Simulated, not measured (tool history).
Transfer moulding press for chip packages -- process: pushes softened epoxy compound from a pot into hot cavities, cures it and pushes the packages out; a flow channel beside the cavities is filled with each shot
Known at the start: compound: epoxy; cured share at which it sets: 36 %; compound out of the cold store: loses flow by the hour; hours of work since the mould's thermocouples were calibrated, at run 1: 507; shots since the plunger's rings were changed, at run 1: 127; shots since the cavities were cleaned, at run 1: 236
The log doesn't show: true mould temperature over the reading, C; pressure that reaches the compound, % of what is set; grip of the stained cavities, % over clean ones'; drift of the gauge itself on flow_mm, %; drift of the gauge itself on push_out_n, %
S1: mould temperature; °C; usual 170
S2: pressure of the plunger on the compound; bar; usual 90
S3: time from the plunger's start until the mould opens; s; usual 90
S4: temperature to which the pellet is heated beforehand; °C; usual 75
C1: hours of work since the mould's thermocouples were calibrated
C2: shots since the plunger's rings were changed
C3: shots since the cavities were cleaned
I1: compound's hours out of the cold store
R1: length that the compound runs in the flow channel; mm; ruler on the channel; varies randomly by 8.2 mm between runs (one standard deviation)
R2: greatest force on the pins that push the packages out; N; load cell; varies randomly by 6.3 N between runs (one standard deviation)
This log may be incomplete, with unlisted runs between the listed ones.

run	day	S1	S2	S3	S4	C1	C2	C3	I1	R1	R2
1	0	170	90	90	75	507	127	236	34.5	932	266
# day 0.842: cavities cleaned with cleaning compound and waxed
2	1.788	170	90	90	75	532	630	276	43.7	905	297
# day 2.592: cavities cleaned with cleaning compound and waxed
# day 3.283: mould's thermocouples calibrated
3	4.067	170	90	90	80	11	1253	406	21.5	938	331
# day 4.279: cavities cleaned with cleaning compound and waxed
# day 6.021: cavities cleaned with cleaning compound and waxed
4	6.529	170	90	90	80	46	1934	149	29.3	928	279
# day 7.775: cavities cleaned with cleaning compound and waxed
5	8.358	170	90	90	80	72	2450	171	32.1	913	294
# day 9.425: cavities cleaned with cleaning compound and waxed
# day 11.025: cavities cleaned with cleaning compound and waxed
6	11.546	170	90	90	80	116	3342	151	23.7	923	290
# day 12.867: cavities cleaned with cleaning compound and waxed
7	13.6	170	90	90	80	146	3923	213	8.6	940	296
# day 14.6: cavities cleaned with cleaning compound and waxed
# day 16.35: cavities cleaned with cleaning compound and waxed
8	16.692	170	90	90	80	189	4789	100	45.9	850	264
# day 18.129: cavities cleaned with cleaning compound and waxed
# day 19.883: cavities cleaned with cleaning compound and waxed
9	19.883	170	90	90	80	234	5683	0	38.7	833	218
# day 21.454: cavities cleaned with cleaning compound and waxed
10	21.458	170	90	90	80	256	6125	1	14.2	901	243
11	22.908	170	90	90	80	278	6547	423	36.3	837	325
# day 23.108: cavities cleaned with cleaning compound and waxed
# day 24.346: plunger's sealing rings changed
# day 24.821: cavities cleaned with cleaning compound and waxed
12	25.742	170	90	90	80	316	389	268	14.4	968	306
# day 26.517: cavities cleaned with cleaning compound and waxed
13	27.662	174	76.2	82	72	343	930	333	38.2	817	288
# day 28.121: cavities cleaned with cleaning compound and waxed
14	29.025	170	79.2	90	75	362	1310	263	44.7	829	290
# day 29.733: cavities cleaned with cleaning compound and waxed
15	30.804	167	71.6	90	75	387	1811	313	30.1	835	366
# day 31.421: cavities cleaned with cleaning compound and waxed
16	32.746	167	71.6	90	75	415	2359	386	39.2	800	380
# day 33.033: cavities cleaned with cleaning compound and waxed
# day 34.75: cavities cleaned with cleaning compound and waxed
17	35.629	178	90	95	74	455	3164	257	19.1	904	220
# day 36.379: cavities cleaned with cleaning compound and waxed
# day 38.05: cavities cleaned with cleaning compound and waxed
18	38.838	178	90	95	74	500	4063	230	35.1	854	220
# day 39.742: cavities cleaned with cleaning compound and waxed
# day 41.325: cavities cleaned with cleaning compound and waxed
19	41.325	170	90	93	75	535	4752	0	42.1	847	208
# day 42.479: mould's thermocouples calibrated
# day 43.125: cavities cleaned with cleaning compound and waxed
20	43.158	170	74.5	93	75	9	5244	10	37.2	789	219
# day 44.692: cavities cleaned with cleaning compound and waxed
21	45.188	170	74.5	93	75	38	5818	145	21.5	797	268
# day 46.35: cavities cleaned with cleaning compound and waxed
22	47.742	170	74.5	93	75	74	6544	405	36.2	774	306
# day 48.058: cavities cleaned with cleaning compound and waxed
# day 49.225: plunger's sealing rings changed
# day 49.779: cavities cleaned with cleaning compound and waxed
23	49.8	170	78.1	90	75	101	150	6	29.2	867	242
# day 51.4: cavities cleaned with cleaning compound and waxed
24	52.45	170	90	90	79	139	904	306	39.5	903	301

Each row is a separate what-if for the run after 24, all from the same tool condition, not one after another. Results?
# day 53.017: cavities cleaned with cleaning compound and waxed
# day 54.65: cavities cleaned with cleaning compound and waxed
A	55.483	170	90	72	74	182	1752	242	32.2	?	?
# day 53.017: cavities cleaned with cleaning compound and waxed
# day 54.65: cavities cleaned with cleaning compound and waxed
B	55.483	176	90	87	68	182	1752	242	17.6	?	?
# day 53.017: cavities cleaned with cleaning compound and waxed
# day 54.65: cavities cleaned with cleaning compound and waxed
C	55.483	170	94.5	90	75	182	1752	242	10.6	?	?
# day 53.017: cavities cleaned with cleaning compound and waxed
# day 54.65: cavities cleaned with cleaning compound and waxed
D	55.483	169	90	112	81	182	1752	242	38.2	?	?
# day 53.017: cavities cleaned with cleaning compound and waxed
# day 54.65: cavities cleaned with cleaning compound and waxed
E	55.483	168	90	90	65	182	1752	242	27.1	?	?

run	R1	R2
A	906	519
B	924	244
C	997	308
D	901	238
E	941	378
Stripped of hidden state, with their random variation kept, the same runs would have yielded:
run	R1	R2
A	936	421
B	953	191
C	1029	247
D	930	186
E	972	308
